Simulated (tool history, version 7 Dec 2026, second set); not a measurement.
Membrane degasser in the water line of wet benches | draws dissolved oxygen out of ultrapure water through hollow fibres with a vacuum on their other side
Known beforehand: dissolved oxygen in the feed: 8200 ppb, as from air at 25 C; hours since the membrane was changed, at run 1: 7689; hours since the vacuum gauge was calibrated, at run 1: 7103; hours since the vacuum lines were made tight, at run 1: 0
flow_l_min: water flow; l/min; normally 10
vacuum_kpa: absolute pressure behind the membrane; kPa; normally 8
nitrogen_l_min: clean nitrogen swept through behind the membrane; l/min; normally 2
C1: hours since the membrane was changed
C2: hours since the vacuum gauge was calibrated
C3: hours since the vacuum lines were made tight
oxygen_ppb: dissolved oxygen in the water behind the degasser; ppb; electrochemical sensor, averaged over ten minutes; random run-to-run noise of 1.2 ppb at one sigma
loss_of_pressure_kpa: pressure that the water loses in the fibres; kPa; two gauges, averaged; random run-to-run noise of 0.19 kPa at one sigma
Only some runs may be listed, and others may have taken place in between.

run 1 hour=0 | flow_l_min=10 vacuum_kpa=8 nitrogen_l_min=2 | C1=7689 C2=7103 C3=0 | oxygen_ppb=126.8 loss_of_pressure_kpa=39.07
run 2 hour=228.9 | flow_l_min=10 vacuum_kpa=8 nitrogen_l_min=2 | C1=7918 C2=7332 C3=229 | oxygen_ppb=126.6 loss_of_pressure_kpa=38.92
run 3 hour=374.8 | flow_l_min=10 vacuum_kpa=8 nitrogen_l_min=2 | C1=8064 C2=7478 C3=375 | oxygen_ppb=126.6 loss_of_pressure_kpa=39.2
run 4 hour=537.4 | flow_l_min=10 vacuum_kpa=8 nitrogen_l_min=2.06 | C1=8227 C2=7641 C3=537 | oxygen_ppb=124.5 loss_of_pressure_kpa=39.25
run 5 hour=804.5 | flow_l_min=10 vacuum_kpa=8 nitrogen_l_min=1.36 | C1=8494 C2=7908 C3=805 | oxygen_ppb=157.3 loss_of_pressure_kpa=39.22
-- hour=950.3 vacuum gauge calibrated
run 6 hour=1053.2 | flow_l_min=10 vacuum_kpa=8 nitrogen_l_min=1.36 | C1=8742 C2=103 C3=1053 | oxygen_ppb=153.3 loss_of_pressure_kpa=39.45
run 7 hour=1355.9 | flow_l_min=10 vacuum_kpa=8 nitrogen_l_min=1.36 | C1=9045 C2=406 C3=1355 | oxygen_ppb=155.2 loss_of_pressure_kpa=39.29
run 8 hour=1611.6 | flow_l_min=10 vacuum_kpa=8 nitrogen_l_min=1.36 | C1=9300 C2=661 C3=1611 | oxygen_ppb=154.9 loss_of_pressure_kpa=39.62
run 9 hour=1856 | flow_l_min=10 vacuum_kpa=8 nitrogen_l_min=1.36 | C1=9545 C2=906 C3=1856 | oxygen_ppb=154.7 loss_of_pressure_kpa=39.26
run 10 hour=2158.8 | flow_l_min=12 vacuum_kpa=8 nitrogen_l_min=2 | C1=9848 C2=1208 C3=2158 | oxygen_ppb=162.2 loss_of_pressure_kpa=47.06
run 11 hour=2495.9 | flow_l_min=12 vacuum_kpa=8 nitrogen_l_min=2 | C1=10185 C2=1546 C3=2495 | oxygen_ppb=164.9 loss_of_pressure_kpa=47.72
run 12 hour=2654.9 | flow_l_min=10 vacuum_kpa=8 nitrogen_l_min=2 | C1=10344 C2=1705 C3=2654 | oxygen_ppb=132.9 loss_of_pressure_kpa=39.62
run 13 hour=2975.3 | flow_l_min=10 vacuum_kpa=8 nitrogen_l_min=2 | C1=10664 C2=2025 C3=2975 | oxygen_ppb=128.4 loss_of_pressure_kpa=39.47
-- hour=3074.9 vacuum gauge calibrated, once more
run 14 hour=3209.1 | flow_l_min=10 vacuum_kpa=8 nitrogen_l_min=2 | C1=10897 C2=134 C3=3208 | oxygen_ppb=125.9 loss_of_pressure_kpa=39.51
run 15 hour=3435.7 | flow_l_min=10 vacuum_kpa=8 nitrogen_l_min=2 | C1=11124 C2=361 C3=3435 | oxygen_ppb=129.6 loss_of_pressure_kpa=39.71
run 16 hour=3764.1 | flow_l_min=10 vacuum_kpa=13.68 nitrogen_l_min=2 | C1=11452 C2=689 C3=3763 | oxygen_ppb=198 loss_of_pressure_kpa=39.81
run 17 hour=3999.6 | flow_l_min=15 vacuum_kpa=8 nitrogen_l_min=2.12 | C1=11688 C2=925 C3=3999 | oxygen_ppb=216.4 loss_of_pressure_kpa=59.47
run 18 hour=4347 | flow_l_min=10 vacuum_kpa=13.84 nitrogen_l_min=2.47 | C1=12035 C2=1272 C3=4346 | oxygen_ppb=178.3 loss_of_pressure_kpa=39.78
run 19 hour=4499.1 | flow_l_min=9 vacuum_kpa=9.8 nitrogen_l_min=2.47 | C1=12187 C2=1424 C3=4498 | oxygen_ppb=119.1 loss_of_pressure_kpa=35.54
run 20 hour=4732.8 | flow_l_min=9 vacuum_kpa=9.8 nitrogen_l_min=2.47 | C1=12421 C2=1658 C3=4732 | oxygen_ppb=119.9 loss_of_pressure_kpa=35.87
run 21 hour=5018.7 | flow_l_min=9 vacuum_kpa=18.21 nitrogen_l_min=1.16 | C1=12707 C2=1944 C3=5018 | oxygen_ppb=336.6 loss_of_pressure_kpa=35.58
run 22 hour=5188 | flow_l_min=9 vacuum_kpa=18.21 nitrogen_l_min=1.16 | C1=12876 C2=2113 C3=5187 | oxygen_ppb=334.7 loss_of_pressure_kpa=35.44
run 23 hour=5508.2 | flow_l_min=10 vacuum_kpa=8 nitrogen_l_min=1.05 | C1=13196 C2=2433 C3=5507 | oxygen_ppb=181.7 loss_of_pressure_kpa=40.04
run 24 hour=5785.3 | flow_l_min=8 vacuum_kpa=8 nitrogen_l_min=2 | C1=13474 C2=2710 C3=5784 | oxygen_ppb=96.4 loss_of_pressure_kpa=31.68
run 25 hour=6036.8 | flow_l_min=8 vacuum_kpa=8 nitrogen_l_min=2 | C1=13725 C2=2962 C3=6036 | oxygen_ppb=99.6 loss_of_pressure_kpa=31.66
run 26 hour=6357.5 | flow_l_min=10 vacuum_kpa=8 nitrogen_l_min=2 | C1=14046 C2=3283 C3=6356 | oxygen_ppb=132.6 loss_of_pressure_kpa=39.7
run 27 hour=6529.1 | flow_l_min=10 vacuum_kpa=5.83 nitrogen_l_min=1.18 | C1=14217 C2=3454 C3=6528 | oxygen_ppb=129.4 loss_of_pressure_kpa=39.92
run 28 hour=6858.4 | flow_l_min=9 vacuum_kpa=8 nitrogen_l_min=0.81 | C1=14547 C2=3784 C3=6857 | oxygen_ppb=190.4 loss_of_pressure_kpa=35.51
run 29 hour=7208 | flow_l_min=9 vacuum_kpa=8 nitrogen_l_min=0.81 | C1=14896 C2=4133 C3=7207 | oxygen_ppb=188.7 loss_of_pressure_kpa=36.06
run 30 hour=7555.5 | flow_l_min=9 vacuum_kpa=8 nitrogen_l_min=0.81 | C1=15244 C2=4481 C3=7554 | oxygen_ppb=190.3 loss_of_pressure_kpa=35.69
run 31 hour=7848.9 | flow_l_min=6 vacuum_kpa=8 nitrogen_l_min=0.91 | C1=15537 C2=4774 C3=7848 | oxygen_ppb=112.3 loss_of_pressure_kpa=24.13

Entry by entry between the runs, the difference in hidden state between the last listed run before and the first listed run after:
In the gap between runs 5 and 6: vacuum gauge calibrated (hour 950.3)
  true pressure behind the membrane over the reading, kPa: 0.11 -> 0.17; air that leaks in behind the membrane, l/min: 0.0041 -> 0.0046
  measured result minus the result with no hidden state, oxygen_ppb: +8.5 -> +9.4 ppb; loss_of_pressure_kpa: +0.73 -> +0.75 kPa
In the gap between runs 13 and 14: vacuum gauge calibrated, once more (hour 3074.9)
  true pressure behind the membrane over the reading, kPa: 0.21 -> 0.02; air that leaks in behind the membrane, l/min: 0.0079 -> 0.0083
  measured result minus the result with no hidden state, oxygen_ppb: +10.9 -> +8.8 ppb; loss_of_pressure_kpa: +0.94 -> +0.96 kPa
